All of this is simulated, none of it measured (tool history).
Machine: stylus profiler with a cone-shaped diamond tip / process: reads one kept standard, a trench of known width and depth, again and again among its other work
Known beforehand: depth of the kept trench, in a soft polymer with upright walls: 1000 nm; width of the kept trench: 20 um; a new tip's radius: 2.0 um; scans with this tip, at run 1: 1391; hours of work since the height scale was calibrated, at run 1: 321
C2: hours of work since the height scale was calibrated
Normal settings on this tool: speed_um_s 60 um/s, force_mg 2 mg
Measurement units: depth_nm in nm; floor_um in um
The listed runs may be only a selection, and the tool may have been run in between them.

Run 1, hour 0: usual settings; scans with this tip 1391; C2 321. Result: depth_nm 1008 nm, floor_um 16.39 um.
Run 2, hour 31.7: usual settings but speed_um_s 90 um/s; scans with this tip 1485; C2 343. Result: depth_nm 1008.08 nm, floor_um 16.34 um.
Run 3, hour 64.6: usual settings; scans with this tip 1583; C2 366. Result: depth_nm 1008.09 nm, floor_um 16.44 um.
Run 4, hour 96.9: usual settings; scans with this tip 1679; C2 388. Result: depth_nm 1008.46 nm, floor_um 16.43 um.
Run 5, hour 131.1: usual settings; scans with this tip 1781; C2 412. Result: depth_nm 1008.11 nm, floor_um 16.34 um.
Run 6, hour 146.9: usual settings; scans with this tip 1829; C2 423. Result: depth_nm 1008.44 nm, floor_um 16.4 um.
Run 7, hour 177.4: usual settings; scans with this tip 1920; C2 444. Result: depth_nm 1008.37 nm, floor_um 16.42 um.
Run 8, hour 200.7: usual settings; scans with this tip 1989; C2 460. Result: depth_nm 1008.62 nm, floor_um 16.35 um.
Run 9, hour 217.3: usual settings; scans with this tip 2038; C2 471. Result: depth_nm 1008.29 nm, floor_um 16.39 um.
Run 10, hour 231.6: usual settings; scans with this tip 2081; C2 481. Result: depth_nm 1008.33 nm, floor_um 16.38 um.
Run 11, hour 266.5: usual settings; scans with this tip 2185; C2 505. Result: depth_nm 1008.73 nm, floor_um 16.4 um.
Run 12, hour 289.7: usual settings but speed_um_s 39 um/s; scans with this tip 2254; C2 521. Result: depth_nm 1008.3 nm, floor_um 16.42 um.
Run 13, hour 322.6: usual settings but speed_um_s 39 um/s; scans with this tip 2352; C2 544. Result: depth_nm 1008.61 nm, floor_um 16.47 um.
Run 14, hour 338.7: usual settings but speed_um_s 39 um/s; scans with this tip 2400; C2 555. Result: depth_nm 1008.78 nm, floor_um 16.39 um.
Run 15, hour 357.8: usual settings but speed_um_s 39 um/s; scans with this tip 2457; C2 568. Result: depth_nm 1008.65 nm, floor_um 16.47 um.
At hour 360.2: height scale calibrated on a step standard.
Run 16, hour 378.8: usual settings but speed_um_s 39 um/s; scans with this tip 2518; C2 13. Result: depth_nm 1009.18 nm, floor_um 16.45 um.
Run 17, hour 408.5: usual settings but force_mg 1.02 mg; scans with this tip 2607; C2 33. Result: depth_nm 1006.98 nm, floor_um 16.32 um.
Run 18, hour 441.8: usual settings; scans with this tip 2706; C2 56. Result: depth_nm 1009.38 nm, floor_um 16.41 um.
Run 19, hour 461.3: usual settings; scans with this tip 2764; C2 70. Result: depth_nm 1009.29 nm, floor_um 16.38 um.
Run 20, hour 477.5: usual settings; scans with this tip 2813; C2 81. Result: depth_nm 1009.21 nm, floor_um 16.34 um.
Run 21, hour 497.2: usual settings but speed_um_s 114 um/s; scans with this tip 2871; C2 94. Result: depth_nm 1009.08 nm, floor_um 16.25 um.
Run 22, hour 522.6: usual settings but speed_um_s 114 um/s; scans with this tip 2947; C2 112. Result: depth_nm 1009.42 nm, floor_um 16.26 um.
Run 23, hour 550.2: usual settings; scans with this tip 3029; C2 131. Result: depth_nm 1009.6 nm, floor_um 16.37 um.
Run 24, hour 568.4: usual settings but speed_um_s 141 um/s, force_mg 3.13 mg; scans with this tip 3084; C2 144. Result: depth_nm 1011.65 nm, floor_um 16.21 um.
At hour 570.8: height scale calibrated on a step standard, once more.
Run 25, hour 588.6: usual settings but speed_um_s 141 um/s, force_mg 3.13 mg; scans with this tip 3142; C2 12. Result: depth_nm 1009.65 nm, floor_um 16.22 um.
Run 26, hour 612.2: usual settings but speed_um_s 109 um/s; scans with this tip 3213; C2 29. Result: depth_nm 1006.79 nm, floor_um 16.21 um.
Run 27, hour 635.4: usual settings but speed_um_s 18 um/s, force_mg 0.83 mg; scans with this tip 3282; C2 45. Result: depth_nm 1003.56 nm, floor_um 16.46 um.
Run 28, hour 651.1: usual settings but speed_um_s 38 um/s, force_mg 1.33 mg; scans with this tip 3329; C2 55. Result: depth_nm 1005.69 nm, floor_um 16.45 um.
Run 29, hour 680.5: usual settings but speed_um_s 136 um/s, force_mg 1.13 mg; scans with this tip 3416; C2 76. Result: depth_nm 1004.66 nm, floor_um 16.07 um.
Run 30, hour 703.2: usual settings but speed_um_s 33 um/s, force_mg 3.16 mg; scans with this tip 3484; C2 91. Result: depth_nm 1009.3 nm, floor_um 16.39 um.
Run 31, hour 727.3: usual settings but speed_um_s 40 um/s, force_mg 4.52 mg; scans with this tip 3556; C2 108. Result: depth_nm 1011.82 nm, floor_um 16.4 um.
Run 32, hour 758.5: usual settings but speed_um_s 20 um/s, force_mg 0.83 mg; scans with this tip 3649; C2 129. Result: depth_nm 1004.39 nm, floor_um 16.41 um.
Run 33, hour 781.9: usual settings but speed_um_s 32 um/s, force_mg 4.36 mg; scans with this tip 3718; C2 146. Result: depth_nm 1011.77 nm, floor_um 16.47 um.
Run 34, hour 801: usual settings but speed_um_s 24 um/s, force_mg 2.57 mg; scans with this tip 3776; C2 159. Result: depth_nm 1008.71 nm, floor_um 16.38 um.
Run 35, hour 827.8: usual settings but speed_um_s 42 um/s, force_mg 3.74 mg; scans with this tip 3855; C2 177. Result: depth_nm 1010.97 nm, floor_um 16.44 um.
Run 36, hour 859.9: usual settings but speed_um_s 62 um/s, force_mg 0.98 mg; scans with this tip 3951; C2 199. Result: depth_nm 1005.59 nm, floor_um 16.25 um.
Run 37, hour 891.3: usual settings but force_mg 5.89 mg; scans with this tip 4045; C2 221. Result: depth_nm 1014.81 nm, floor_um 16.44 um.
Run 38, hour 914.4: usual settings but force_mg 5.89 mg; scans with this tip 4114; C2 237. Result: depth_nm 1014.5 nm, floor_um 16.39 um.
Run 39, hour 944.7: usual settings but speed_um_s 44 um/s, force_mg 0.71 mg; scans with this tip 4204; C2 258. Result: depth_nm 1004.25 nm, floor_um 16.26 um.
Run 40, hour 959.3: usual settings but speed_um_s 44 um/s, force_mg 0.71 mg; scans with this tip 4247; C2 268. Result: depth_nm 1004.56 nm, floor_um 16.3 um.
Run 41, hour 975.5: usual settings but speed_um_s 62 um/s, force_mg 1.91 mg; scans with this tip 4296; C2 279. Result: depth_nm 1007.12 nm, floor_um 16.31 um.
Run 42, hour 1001: usual settings but speed_um_s 26 um/s, force_mg 1.02 mg; scans with this tip 4372; C2 297. Result: depth_nm 1005.47 nm, floor_um 16.39 um.
Run 43, hour 1016.5: usual settings but speed_um_s 38 um/s; scans with this tip 4418; C2 307. Result: depth_nm 1007.93 nm, floor_um 16.39 um.
Run 44, hour 1040.3: usual settings but speed_um_s 87 um/s, force_mg 4.3 mg; scans with this tip 4489; C2 324. Result: depth_nm 1012.4 nm, floor_um 16.34 um.
Run 45, hour 1063.1: usual settings but speed_um_s 128 um/s, force_mg 1.2 mg; scans with this tip 4557; C2 339. Result: depth_nm 1005.94 nm, floor_um 16.02 um.

A few steps of depth_nm between consecutive runs. Split each: what settings, incoming material and random variation would produce without the hidden state, and what is left over for the hidden state, along with gauge scatter present in only one of the two compared results (measured, and without hidden state):
The tool's hidden condition here consists of: radius of the tip, um; height scale over the true one, %; drift of the gauge itself on depth_nm, %; drift of the gauge itself on floor_um, %.
Run 15 -> 16: height scale calibrated on a step standard. depth_nm +0.53 nm: hidden state +0.5, all else +0.03.
Run 17 -> 18: force_mg 1.02 -> 2. depth_nm +2.4 nm: hidden state +0.09, all else +2.31.
Run 24 -> 25: height scale calibrated on a step standard, once more. depth_nm -2 nm: hidden state -2.71, all else +0.71.
Run 31 -> 32: speed_um_s 40 -> 20, force_mg 4.52 -> 0.83. depth_nm -7.43 nm: hidden state +0.07, all else -7.5.
Run 36 -> 37: speed_um_s 62 -> 60, force_mg 0.98 -> 5.89. depth_nm +9.22 nm: hidden state +0.08, all else +9.14.
Run 38 -> 39: speed_um_s 60 -> 44, force_mg 5.89 -> 0.71. depth_nm -10.25 nm: hidden state +0.06, all else -10.31.

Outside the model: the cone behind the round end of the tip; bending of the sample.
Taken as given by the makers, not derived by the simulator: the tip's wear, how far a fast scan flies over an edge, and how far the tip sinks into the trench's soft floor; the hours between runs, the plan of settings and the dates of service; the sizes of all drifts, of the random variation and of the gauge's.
